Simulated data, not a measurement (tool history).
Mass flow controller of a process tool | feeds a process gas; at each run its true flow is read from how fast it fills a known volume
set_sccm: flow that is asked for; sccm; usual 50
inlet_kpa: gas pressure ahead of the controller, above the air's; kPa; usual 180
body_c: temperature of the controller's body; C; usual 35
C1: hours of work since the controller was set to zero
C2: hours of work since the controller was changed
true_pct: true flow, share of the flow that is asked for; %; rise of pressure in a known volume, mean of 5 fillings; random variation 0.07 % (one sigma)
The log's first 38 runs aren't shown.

{"hour": 6019.1, "done": "gauge calibrated"}
{"run": 39, "hour": 6183.4, "set_sccm": 18, "inlet_kpa": 180, "body_c": 38, "C1": 2964, "C2": 2964, "true_pct": 97.93}
{"run": 40, "hour": 6328.1, "set_sccm": 50, "inlet_kpa": 180, "body_c": 22, "C1": 3024, "C2": 3024, "true_pct": 98.24}
{"run": 41, "hour": 6520.4, "set_sccm": 50, "inlet_kpa": 180, "body_c": 22, "C1": 3105, "C2": 3105, "true_pct": 98.23}
{"run": 42, "hour": 6702.4, "set_sccm": 50, "inlet_kpa": 180, "body_c": 22, "C1": 3181, "C2": 3181, "true_pct": 98.23}
{"run": 43, "hour": 6813.7, "set_sccm": 48, "inlet_kpa": 268, "body_c": 22, "C1": 3227, "C2": 3227, "true_pct": 97.66}
{"run": 44, "hour": 6959.5, "set_sccm": 10, "inlet_kpa": 180, "body_c": 35, "C1": 3288, "C2": 3288, "true_pct": 97.07}
{"run": 45, "hour": 7122.4, "set_sccm": 43, "inlet_kpa": 141, "body_c": 39, "C1": 3357, "C2": 3357, "true_pct": 98.17}
{"run": 46, "hour": 7352.5, "set_sccm": 50, "inlet_kpa": 214, "body_c": 35, "C1": 3453, "C2": 3453, "true_pct": 97.91}
{"run": 47, "hour": 7492.8, "set_sccm": 11, "inlet_kpa": 146, "body_c": 33, "C1": 3511, "C2": 3511, "true_pct": 96.91}
{"run": 48, "hour": 7623.3, "set_sccm": 34, "inlet_kpa": 175, "body_c": 22, "C1": 3566, "C2": 3566, "true_pct": 97.12}

Forecast each of these 3 alternatives for the next run:
{"run": "A", "hour": 7808.5, "set_sccm": 75, "inlet_kpa": 175, "body_c": 29, "C1": 3643, "C2": 3643, "true_pct": "?"}
{"run": "B", "hour": 7808.5, "set_sccm": 58, "inlet_kpa": 279, "body_c": 35, "C1": 3643, "C2": 3643, "true_pct": "?"}
{"run": "C", "hour": 7808.5, "set_sccm": 55, "inlet_kpa": 180, "body_c": 29, "C1": 3643, "C2": 3643, "true_pct": "?"}

run=A true_pct=98.43
run=B true_pct=97.56
run=C true_pct=97.71
Without the tool's hidden state the same runs would have given:
run=A true_pct=99.51
run=B true_pct=98.63
run=C true_pct=98.79
